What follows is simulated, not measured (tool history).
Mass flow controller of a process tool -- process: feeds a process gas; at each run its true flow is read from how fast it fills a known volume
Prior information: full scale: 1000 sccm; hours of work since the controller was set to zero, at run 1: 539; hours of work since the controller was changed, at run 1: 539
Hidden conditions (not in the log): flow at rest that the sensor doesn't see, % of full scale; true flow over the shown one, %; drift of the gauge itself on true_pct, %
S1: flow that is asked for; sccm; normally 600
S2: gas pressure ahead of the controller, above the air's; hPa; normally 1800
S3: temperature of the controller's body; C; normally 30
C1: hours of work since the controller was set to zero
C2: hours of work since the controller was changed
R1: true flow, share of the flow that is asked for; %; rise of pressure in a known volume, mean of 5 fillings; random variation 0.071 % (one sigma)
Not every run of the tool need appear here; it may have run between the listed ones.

run,hour,S1,S2,S3,C1,C2,R1
1,0,600,1800,30,539,539,99.93
2,72.8,600,1800,30,592,592,99.91
3,177.5,600,2300,30,670,670,99.54
4,246.1,600,2300,30,720,720,99.62
5,334.6,600,1800,30,785,785,99.85
6,412.2,600,1800,30,843,843,99.88
7,488.2,600,2430,30,899,899,99.62
8,538.4,600,2430,30,936,936,99.51
9,599.2,741,1800,30,980,980,99.93
10,655,741,1800,30,1021,1021,99.93
11,755,741,1800,30,1095,1095,99.89
12,840.3,741,1800,30,1158,1158,99.75
13,951.7,600,1470,30,1240,1240,99.98
14,1058.6,600,1470,30,1319,1319,99.91
15,1158.3,600,1470,30,1392,1392,99.9
16,1214.4,600,1470,30,1434,1434,99.8
17,1327.9,600,1470,30,1517,1517,99.85
18,1396.8,600,1470,30,1568,1568,99.89
19,1477.9,600,1470,30,1628,1628,99.84
20,1594.5,600,1470,30,1714,1714,99.78
# hour 1600.4: controller's zero set anew
21,1677.9,837,1470,30,57,1775,99.75
# hour 1772: controller's zero set anew, once more
22,1773,110,2460,24,1,1845,98.51
23,1867.3,304,2550,22,70,1914,98.52
24,1979.8,163,1800,25,153,1997,98.98
25,2052.8,172,1800,25,207,2051,99.02
26,2165.3,172,1800,25,290,2134,99.08
27,2277.8,600,1490,30,373,2217,99.43
28,2360.4,600,1490,30,434,2277,99.36
29,2475.8,600,1760,37,519,2363,99.49
30,2530.4,254,2500,20,559,2403,98.21
31,2626.3,259,1920,28,630,2473,98.92
32,2676.5,954,1920,22,667,2510,99
33,2761.7,954,1600,22,729,2573,99.13
34,2861.4,142,2280,24,803,2647,98.58
35,2922.4,299,2630,32,848,2692,98.49
36,3005,334,2230,36,909,2753,98.82
37,3072.9,334,1510,30,959,2803,98.95
38,3175,334,1510,30,1034,2878,98.94
39,3231.8,149,1800,36,1076,2920,99.29
40,3305.9,342,1450,36,1130,2974,99.27

Alternative continuations, all from the tool just after run 40; predict every row:
A,3389.3,476,2600,36,1192,3036,?
B,3389.3,655,1800,26,1192,3036,?
C,3389.3,123,1450,27,1192,3036,?
D,3389.3,342,1560,36,1192,3036,?
E,3389.3,151,1450,28,1192,3036,?

run,R1
A,98.63
B,98.79
C,99.07
D,99.15
E,99.01
With the hidden condition removed and each run's random variation left untouched, the same runs would have given:
run,R1
A,99.74
B,99.94
C,99.75
D,100.2
E,99.8
